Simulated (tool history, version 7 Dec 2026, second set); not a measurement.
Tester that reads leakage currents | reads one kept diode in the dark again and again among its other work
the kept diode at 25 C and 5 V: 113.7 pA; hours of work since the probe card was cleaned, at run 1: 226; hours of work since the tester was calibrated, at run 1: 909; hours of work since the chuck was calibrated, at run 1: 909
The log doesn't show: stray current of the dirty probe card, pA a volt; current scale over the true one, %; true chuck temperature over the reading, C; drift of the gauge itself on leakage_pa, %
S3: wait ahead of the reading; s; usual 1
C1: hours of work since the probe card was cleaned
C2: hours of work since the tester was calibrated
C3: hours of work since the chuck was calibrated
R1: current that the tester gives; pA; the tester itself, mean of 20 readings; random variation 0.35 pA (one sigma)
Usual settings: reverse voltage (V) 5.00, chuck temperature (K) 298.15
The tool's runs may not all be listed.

run 1 day=0.000 | reverse_voltage_(V)=5.00 chuck_temperature_(K)=298.15 S3=1 | C1=226 C2=909 C3=909 | R1=105.43
run 2 day=2.750 | reverse_voltage_(V)=10.12 chuck_temperature_(K)=298.15 S3=1 | C1=275 C2=957 C3=957 | R1=143.58
run 3 day=4.517 | reverse_voltage_(V)=10.12 chuck_temperature_(K)=298.15 S3=1 | C1=306 C2=989 C3=989 | R1=142.93
run 4 day=6.904 | reverse_voltage_(V)=5.00 chuck_temperature_(K)=298.15 S3=1 | C1=348 C2=1031 C3=1031 | R1=104.69
run 5 day=9.875 | reverse_voltage_(V)=5.00 chuck_temperature_(K)=298.15 S3=1 | C1=401 C2=1083 C3=1083 | R1=104.79
run 6 day=12.908 | reverse_voltage_(V)=19.31 chuck_temperature_(K)=298.15 S3=1 | C1=455 C2=1137 C3=1137 | R1=193.18
-- day=13.242 chuck's temperature calibrated
run 7 day=14.608 | reverse_voltage_(V)=19.31 chuck_temperature_(K)=298.15 S3=1 | C1=483 C2=1166 C3=24 | R1=182.40

The next listed run, before its measurement:
run 8 day=16.733 | reverse_voltage_(V)=19.31 chuck_temperature_(K)=298.15 S3=1 | C1=521 C2=1204 C3=62 | R1=?

Run 8 gave R1 182.55 pA.
Without the tool's hidden state the same run would have given R1 207.25 pA.

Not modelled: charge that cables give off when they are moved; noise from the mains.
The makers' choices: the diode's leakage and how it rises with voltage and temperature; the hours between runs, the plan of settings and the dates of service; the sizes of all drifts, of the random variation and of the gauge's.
